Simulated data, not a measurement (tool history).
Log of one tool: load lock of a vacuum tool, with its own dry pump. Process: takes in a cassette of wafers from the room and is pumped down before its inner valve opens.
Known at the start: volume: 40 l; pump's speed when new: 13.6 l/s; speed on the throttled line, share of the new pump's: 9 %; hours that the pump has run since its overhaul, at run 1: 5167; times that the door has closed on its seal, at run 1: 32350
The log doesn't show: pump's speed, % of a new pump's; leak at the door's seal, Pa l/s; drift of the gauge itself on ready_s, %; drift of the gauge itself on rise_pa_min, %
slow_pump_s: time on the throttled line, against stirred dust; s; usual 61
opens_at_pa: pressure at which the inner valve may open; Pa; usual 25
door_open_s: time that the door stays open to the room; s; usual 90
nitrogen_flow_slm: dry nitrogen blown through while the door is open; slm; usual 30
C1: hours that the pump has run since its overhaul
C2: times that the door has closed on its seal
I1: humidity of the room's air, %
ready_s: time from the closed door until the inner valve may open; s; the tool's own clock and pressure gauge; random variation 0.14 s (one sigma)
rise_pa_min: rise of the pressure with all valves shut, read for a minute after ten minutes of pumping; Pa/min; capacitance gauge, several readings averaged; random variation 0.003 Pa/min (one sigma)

{"run": 1, "hour": 0.0, "slow_pump_s": 61, "opens_at_pa": 25, "door_open_s": 90, "nitrogen_flow_slm": 30, "C1": 5167, "C2": 32350, "I1": 45.3, "ready_s": 80.5, "rise_pa_min": 0.169}
{"run": 2, "hour": 126.9, "slow_pump_s": 61, "opens_at_pa": 25, "door_open_s": 90, "nitrogen_flow_slm": 30, "C1": 5294, "C2": 32767, "I1": 46.2, "ready_s": 80.6, "rise_pa_min": 0.173}
{"run": 3, "hour": 191.8, "slow_pump_s": 61, "opens_at_pa": 25, "door_open_s": 90, "nitrogen_flow_slm": 30, "C1": 5359, "C2": 32981, "I1": 45.7, "ready_s": 80.5, "rise_pa_min": 0.183}
{"run": 4, "hour": 291.5, "slow_pump_s": 61, "opens_at_pa": 25, "door_open_s": 51, "nitrogen_flow_slm": 30, "C1": 5459, "C2": 33309, "I1": 44.3, "ready_s": 80.6, "rise_pa_min": 0.176}
{"run": 5, "hour": 374.5, "slow_pump_s": 61, "opens_at_pa": 25, "door_open_s": 51, "nitrogen_flow_slm": 30, "C1": 5542, "C2": 33581, "I1": 45.3, "ready_s": 80.4, "rise_pa_min": 0.182}
{"run": 6, "hour": 461.4, "slow_pump_s": 61, "opens_at_pa": 25, "door_open_s": 51, "nitrogen_flow_slm": 30, "C1": 5629, "C2": 33867, "I1": 46, "ready_s": 80.6, "rise_pa_min": 0.179}
{"run": 7, "hour": 551.9, "slow_pump_s": 61, "opens_at_pa": 25, "door_open_s": 51, "nitrogen_flow_slm": 30, "C1": 5719, "C2": 34165, "I1": 41.7, "ready_s": 80.7, "rise_pa_min": 0.185}
{"run": 8, "hour": 664.7, "slow_pump_s": 61, "opens_at_pa": 25, "door_open_s": 51, "nitrogen_flow_slm": 30, "C1": 5832, "C2": 34536, "I1": 42.7, "ready_s": 80.6, "rise_pa_min": 0.181}
{"run": 9, "hour": 723.3, "slow_pump_s": 61, "opens_at_pa": 25, "door_open_s": 51, "nitrogen_flow_slm": 30, "C1": 5891, "C2": 34729, "I1": 45.8, "ready_s": 80.6, "rise_pa_min": 0.186}
{"run": 10, "hour": 778.6, "slow_pump_s": 61, "opens_at_pa": 25, "door_open_s": 51, "nitrogen_flow_slm": 30, "C1": 5946, "C2": 34910, "I1": 49.7, "ready_s": 80.6, "rise_pa_min": 0.199}
{"run": 11, "hour": 863.5, "slow_pump_s": 61, "opens_at_pa": 25, "door_open_s": 90, "nitrogen_flow_slm": 30, "C1": 6031, "C2": 35190, "I1": 45.8, "ready_s": 80.6, "rise_pa_min": 0.199}
{"run": 12, "hour": 983.8, "slow_pump_s": 69, "opens_at_pa": 33, "door_open_s": 90, "nitrogen_flow_slm": 30, "C1": 6151, "C2": 35585, "I1": 45.8, "ready_s": 86.9, "rise_pa_min": 0.201}
{"run": 13, "hour": 1080.9, "slow_pump_s": 69, "opens_at_pa": 49, "door_open_s": 194, "nitrogen_flow_slm": 17, "C1": 6248, "C2": 35905, "I1": 48.9, "ready_s": 85.9, "rise_pa_min": 0.224}
{"run": 14, "hour": 1189.3, "slow_pump_s": 69, "opens_at_pa": 49, "door_open_s": 194, "nitrogen_flow_slm": 17, "C1": 6357, "C2": 36261, "I1": 44.6, "ready_s": 86, "rise_pa_min": 0.225}
{"run": 15, "hour": 1289.0, "slow_pump_s": 67, "opens_at_pa": 44, "door_open_s": 192, "nitrogen_flow_slm": 34, "C1": 6456, "C2": 36589, "I1": 43, "ready_s": 84.5, "rise_pa_min": 0.213}
{"run": 16, "hour": 1349.0, "slow_pump_s": 30, "opens_at_pa": 49, "door_open_s": 143, "nitrogen_flow_slm": 23, "C1": 6516, "C2": 36786, "I1": 48.8, "ready_s": 50.4, "rise_pa_min": 0.219}
{"run": 17, "hour": 1413.2, "slow_pump_s": 61, "opens_at_pa": 36, "door_open_s": 144, "nitrogen_flow_slm": 30, "C1": 6580, "C2": 36997, "I1": 46.2, "ready_s": 79.6, "rise_pa_min": 0.217}
{"run": 18, "hour": 1519.2, "slow_pump_s": 61, "opens_at_pa": 24, "door_open_s": 66, "nitrogen_flow_slm": 30, "C1": 6687, "C2": 37346, "I1": 44.8, "ready_s": 80.6, "rise_pa_min": 0.208}
{"run": 19, "hour": 1623.4, "slow_pump_s": 61, "opens_at_pa": 24, "door_open_s": 66, "nitrogen_flow_slm": 30, "C1": 6791, "C2": 37689, "I1": 43.4, "ready_s": 80.6, "rise_pa_min": 0.216}
{"run": 20, "hour": 1712.5, "slow_pump_s": 44, "opens_at_pa": 22, "door_open_s": 161, "nitrogen_flow_slm": 30, "C1": 6880, "C2": 37982, "I1": 46.7, "ready_s": 65.6, "rise_pa_min": 0.222}

3 ways to go on from here, each from the tool as it stands after run 20. What would each give?
{"run": "A", "hour": 1846.0, "slow_pump_s": 98, "opens_at_pa": 25, "door_open_s": 90, "nitrogen_flow_slm": 19, "C1": 7013, "C2": 38421, "I1": 44.5, "ready_s": "?", "rise_pa_min": "?"}
{"run": "B", "hour": 1846.0, "slow_pump_s": 59, "opens_at_pa": 46, "door_open_s": 161, "nitrogen_flow_slm": 34, "C1": 7013, "C2": 38421, "I1": 44.1, "ready_s": "?", "rise_pa_min": "?"}
{"run": "C", "hour": 1846.0, "slow_pump_s": 54, "opens_at_pa": 44, "door_open_s": 68, "nitrogen_flow_slm": 30, "C1": 7013, "C2": 38421, "I1": 42, "ready_s": "?", "rise_pa_min": "?"}

run=A ready_s=114.5 rise_pa_min=0.228
run=B ready_s=77.3 rise_pa_min=0.229
run=C ready_s=72.8 rise_pa_min=0.222
Without the tool's hidden state the same runs would have given:
run=A ready_s=113.9 rise_pa_min=0.021
run=B ready_s=76.6 rise_pa_min=0.023
run=C ready_s=72.1 rise_pa_min=0.014

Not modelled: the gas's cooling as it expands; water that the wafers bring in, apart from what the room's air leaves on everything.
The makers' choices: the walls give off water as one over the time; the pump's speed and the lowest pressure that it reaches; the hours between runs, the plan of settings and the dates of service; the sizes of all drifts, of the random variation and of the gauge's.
